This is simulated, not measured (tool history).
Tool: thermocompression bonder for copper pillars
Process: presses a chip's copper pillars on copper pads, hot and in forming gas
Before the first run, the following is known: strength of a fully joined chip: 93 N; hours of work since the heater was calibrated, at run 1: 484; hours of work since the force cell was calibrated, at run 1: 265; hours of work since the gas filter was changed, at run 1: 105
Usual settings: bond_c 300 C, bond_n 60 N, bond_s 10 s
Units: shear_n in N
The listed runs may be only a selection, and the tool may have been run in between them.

| run | hour | bond_c | bond_n | bond_s | hours of work since the heater was calibrated | hours of work since the force cell was calibrated | hours of work since the gas filter was changed | shear_n |
|---|---|---|---|---|---|---|---|---|
| 1 | 0.0 | 300 | 60 | 10 | 484 | 265 | 105 | 32.9 |
| 2 | 22.3 | 300 | 60 | 10 | 501 | 282 | 121 | 33.0 |
| 3 | 38.8 | 300 | 60 | 10 | 513 | 294 | 133 | 33.2 |
|  | 41.8 | forming gas filter changed |
| 4 | 54.1 | 300 | 52 | 10 | 524 | 305 | 9 | 30.8 |
| 5 | 67.7 | 300 | 52 | 10 | 534 | 315 | 19 | 30.6 |
| 6 | 83.3 | 300 | 52 | 10 | 545 | 326 | 31 | 30.8 |
| 7 | 100.8 | 300 | 52 | 10 | 558 | 339 | 43 | 31.0 |
| 8 | 118.4 | 300 | 52 | 10 | 571 | 352 | 56 | 31.1 |
| 9 | 136.7 | 300 | 60 | 10 | 584 | 365 | 70 | 33.1 |
| 10 | 149.8 | 287 | 60 | 10 | 594 | 375 | 80 | 29.4 |
| 11 | 164.6 | 287 | 60 | 10 | 605 | 386 | 90 | 29.4 |
| 12 | 189.2 | 287 | 60 | 10 | 623 | 404 | 109 | 29.1 |
| 13 | 212.5 | 287 | 60 | 10 | 640 | 421 | 126 | 29.3 |
|  | 226.5 | forming gas filter changed |
| 14 | 228.7 | 300 | 60 | 10 | 652 | 433 | 2 | 33.4 |
| 15 | 252.1 | 300 | 60 | 10 | 669 | 450 | 19 | 33.3 |
| 16 | 273.4 | 300 | 60 | 10 | 685 | 466 | 34 | 33.5 |
| 17 | 301.4 | 300 | 60 | 10 | 705 | 486 | 55 | 33.8 |
| 18 | 320.2 | 281 | 60 | 10 | 719 | 500 | 69 | 27.6 |
| 19 | 349.0 | 300 | 60 | 14 | 740 | 521 | 90 | 38.2 |
| 20 | 366.6 | 317 | 60 | 14 | 753 | 534 | 103 | 43.7 |
| 21 | 394.9 | 305 | 63 | 17 | 774 | 555 | 124 | 43.8 |
|  | 410.7 | forming gas filter changed |
| 22 | 425.3 | 321 | 60 | 10 | 796 | 577 | 11 | 40.3 |
| 23 | 452.1 | 300 | 69 | 10 | 816 | 597 | 31 | 35.8 |
| 24 | 472.4 | 300 | 60 | 18 | 831 | 612 | 45 | 42.0 |
| 25 | 500.9 | 300 | 60 | 18 | 852 | 633 | 66 | 42.0 |
| 26 | 516.8 | 292 | 60 | 27 | 863 | 645 | 78 | 45.6 |
| 27 | 540.2 | 329 | 60 | 5 | 881 | 662 | 95 | 32.6 |
| 28 | 567.1 | 311 | 60 | 27 | 900 | 682 | 115 | 52.9 |
|  | 596.0 | forming gas filter changed |
| 29 | 596.7 | 311 | 60 | 27 | 922 | 703 | 1 | 52.8 |
| 30 | 625.4 | 279 | 65 | 27 | 943 | 724 | 22 | 42.4 |
| 31 | 642.2 | 279 | 65 | 27 | 955 | 737 | 34 | 42.5 |
| 32 | 671.0 | 292 | 41 | 13 | 977 | 758 | 55 | 28.8 |
| 33 | 691.1 | 292 | 55 | 10 | 991 | 773 | 70 | 30.1 |
| 34 | 708.3 | 292 | 55 | 10 | 1004 | 785 | 83 | 30.0 |
| 35 | 738.7 | 292 | 55 | 10 | 1026 | 807 | 105 | 30.1 |
| 36 | 768.7 | 271 | 60 | 10 | 1049 | 830 | 127 | 25.1 |
|  | 779.3 | forming gas filter changed |
| 37 | 795.6 | 271 | 60 | 10 | 1068 | 849 | 12 | 25.5 |
| 38 | 808.5 | 304 | 39 | 5 | 1077 | 859 | 22 | 20.9 |

Below, some changes in shear_n between adjacent runs. For each, the amount present without the hidden state too (settings, incoming material, random variation) and the amount remaining for the hidden state with gauge scatter not shared by both compared results:
Hidden conditions of the tool in this case: true temperature of the bond over the reading, C; force that reaches the chip, % of what is set; oxide that the forming gas leaves, % of the face; drift of the gauge itself on shear_n, %.
Run 3 -> 4: bond_n 60 -> 52, forming gas filter changed. shear_n -2.4 N: hidden state +0.1, all else -2.5.
Run 26 -> 27: bond_c 292 -> 329, bond_s 27 -> 5. shear_n -13.0 N: hidden state -0.1, all else -12.9.
Run 27 -> 28: bond_c 329 -> 311, bond_s 5 -> 27. shear_n +20.3 N: hidden state +0.3, all else +20.0.
Run 31 -> 32: bond_c 279 -> 292, bond_n 65 -> 41, bond_s 27 -> 13. shear_n -13.7 N: hidden state -0.3, all else -13.4.

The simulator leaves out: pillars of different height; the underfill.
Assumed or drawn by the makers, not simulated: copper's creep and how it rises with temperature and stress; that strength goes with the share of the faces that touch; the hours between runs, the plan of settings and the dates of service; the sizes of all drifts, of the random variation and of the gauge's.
